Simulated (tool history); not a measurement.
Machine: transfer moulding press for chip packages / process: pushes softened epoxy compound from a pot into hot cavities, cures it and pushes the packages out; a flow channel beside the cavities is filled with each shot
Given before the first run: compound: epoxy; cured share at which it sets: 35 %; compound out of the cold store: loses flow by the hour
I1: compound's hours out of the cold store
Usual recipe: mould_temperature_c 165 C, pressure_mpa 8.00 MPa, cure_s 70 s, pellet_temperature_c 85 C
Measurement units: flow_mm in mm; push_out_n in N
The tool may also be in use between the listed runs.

run 1 hour=0.0 | mould_temperature_c=165 pressure_mpa=8.00 cure_s=70 pellet_temperature_c=85 | I1=16.7 | flow_mm=508 push_out_n=726
-- hour=3.9 cavities cleaned with cleaning compound and waxed
run 2 hour=8.9 | mould_temperature_c=165 pressure_mpa=8.00 cure_s=70 pellet_temperature_c=85 | I1=46.3 | flow_mm=454 push_out_n=515
run 3 hour=16.0 | mould_temperature_c=165 pressure_mpa=8.00 cure_s=74 pellet_temperature_c=85 | I1=43.4 | flow_mm=454 push_out_n=534
run 4 hour=24.7 | mould_temperature_c=165 pressure_mpa=8.00 cure_s=74 pellet_temperature_c=85 | I1=40.9 | flow_mm=456 push_out_n=544
run 5 hour=32.5 | mould_temperature_c=165 pressure_mpa=8.00 cure_s=74 pellet_temperature_c=85 | I1=22.2 | flow_mm=487 push_out_n=570
run 6 hour=37.9 | mould_temperature_c=165 pressure_mpa=8.00 cure_s=74 pellet_temperature_c=85 | I1=8.9 | flow_mm=515 push_out_n=609
run 7 hour=44.8 | mould_temperature_c=165 pressure_mpa=8.00 cure_s=70 pellet_temperature_c=85 | I1=9.2 | flow_mm=517 push_out_n=640
run 8 hour=49.6 | mould_temperature_c=165 pressure_mpa=8.00 cure_s=70 pellet_temperature_c=85 | I1=42.8 | flow_mm=451 push_out_n=637
run 9 hour=59.0 | mould_temperature_c=165 pressure_mpa=8.00 cure_s=70 pellet_temperature_c=85 | I1=45.8 | flow_mm=451 push_out_n=655
run 10 hour=64.0 | mould_temperature_c=165 pressure_mpa=8.00 cure_s=70 pellet_temperature_c=85 | I1=34.0 | flow_mm=469 push_out_n=673
run 11 hour=69.6 | mould_temperature_c=165 pressure_mpa=8.00 cure_s=70 pellet_temperature_c=85 | I1=24.1 | flow_mm=481 push_out_n=684
run 12 hour=74.4 | mould_temperature_c=165 pressure_mpa=8.00 cure_s=107 pellet_temperature_c=85 | I1=37.9 | flow_mm=462 push_out_n=643
run 13 hour=83.8 | mould_temperature_c=165 pressure_mpa=8.00 cure_s=107 pellet_temperature_c=85 | I1=37.8 | flow_mm=454 push_out_n=648
run 14 hour=89.9 | mould_temperature_c=165 pressure_mpa=8.00 cure_s=107 pellet_temperature_c=85 | I1=36.0 | flow_mm=462 push_out_n=650
run 15 hour=94.5 | mould_temperature_c=165 pressure_mpa=8.03 cure_s=107 pellet_temperature_c=85 | I1=25.1 | flow_mm=473 push_out_n=639
run 16 hour=98.8 | mould_temperature_c=160 pressure_mpa=9.12 cure_s=107 pellet_temperature_c=79 | I1=41.6 | flow_mm=496 push_out_n=688
-- hour=102.0 cavities cleaned with cleaning compound and waxed
run 17 hour=104.4 | mould_temperature_c=165 pressure_mpa=8.05 cure_s=67 pellet_temperature_c=79 | I1=36.2 | flow_mm=465 push_out_n=508
run 18 hour=111.9 | mould_temperature_c=165 pressure_mpa=8.51 cure_s=70 pellet_temperature_c=85 | I1=23.7 | flow_mm=495 push_out_n=525
run 19 hour=118.2 | mould_temperature_c=159 pressure_mpa=8.00 cure_s=70 pellet_temperature_c=85 | I1=11.7 | flow_mm=514 push_out_n=748
run 20 hour=124.3 | mould_temperature_c=165 pressure_mpa=8.00 cure_s=70 pellet_temperature_c=87 | I1=12.6 | flow_mm=495 push_out_n=606
run 21 hour=129.1 | mould_temperature_c=165 pressure_mpa=8.00 cure_s=70 pellet_temperature_c=87 | I1=40.8 | flow_mm=450 push_out_n=586
run 22 hour=136.5 | mould_temperature_c=165 pressure_mpa=8.39 cure_s=70 pellet_temperature_c=90 | I1=21.7 | flow_mm=490 push_out_n=596
run 23 hour=144.3 | mould_temperature_c=161 pressure_mpa=8.00 cure_s=96 pellet_temperature_c=85 | I1=12.1 | flow_mm=505 push_out_n=582
run 24 hour=153.6 | mould_temperature_c=159 pressure_mpa=8.00 cure_s=70 pellet_temperature_c=80 | I1=40.9 | flow_mm=462 push_out_n=832
run 25 hour=160.6 | mould_temperature_c=159 pressure_mpa=9.49 cure_s=70 pellet_temperature_c=82 | I1=32.3 | flow_mm=515 push_out_n=867
run 26 hour=169.7 | mould_temperature_c=163 pressure_mpa=8.02 cure_s=53 pellet_temperature_c=88 | I1=36.0 | flow_mm=453 push_out_n=1131
run 27 hour=178.7 | mould_temperature_c=165 pressure_mpa=7.18 cure_s=60 pellet_temperature_c=85 | I1=39.8 | flow_mm=416 push_out_n=827
run 28 hour=188.1 | mould_temperature_c=165 pressure_mpa=7.18 cure_s=60 pellet_temperature_c=85 | I1=24.4 | flow_mm=440 push_out_n=885
run 29 hour=197.9 | mould_temperature_c=165 pressure_mpa=7.18 cure_s=60 pellet_temperature_c=85 | I1=9.6 | flow_mm=469 push_out_n=924

A few steps of flow_mm between consecutive runs. Split each: what settings, incoming material and random variation would produce without the hidden state, and what is left over for the hidden state, along with gauge scatter present in only one of the two compared results (measured, and without hidden state):
Unlogged tool condition in this case: true mould temperature over the reading, C; pressure that reaches the compound, % of what is set; grip of the stained cavities, % over clean ones'; drift of the gauge itself on flow_mm, %; drift of the gauge itself on push_out_n, %.
Run 7 -> 8: nothing adjusted, nothing logged. flow_mm -66 mm: hidden state +2, all else -68.
Run 21 -> 22: pressure_mpa 8.00 -> 8.39, pellet_temperature_c 87 -> 90. flow_mm +40 mm: hidden state -4, all else +44.
Run 24 -> 25: pressure_mpa 8.00 -> 9.49, pellet_temperature_c 80 -> 82. flow_mm +53 mm: hidden state -4, all else +57.
Run 25 -> 26: mould_temperature_c 159 -> 163, pressure_mpa 9.49 -> 8.02, cure_s 70 -> 53, pellet_temperature_c 82 -> 88. flow_mm -62 mm: hidden state +3, all else -65.
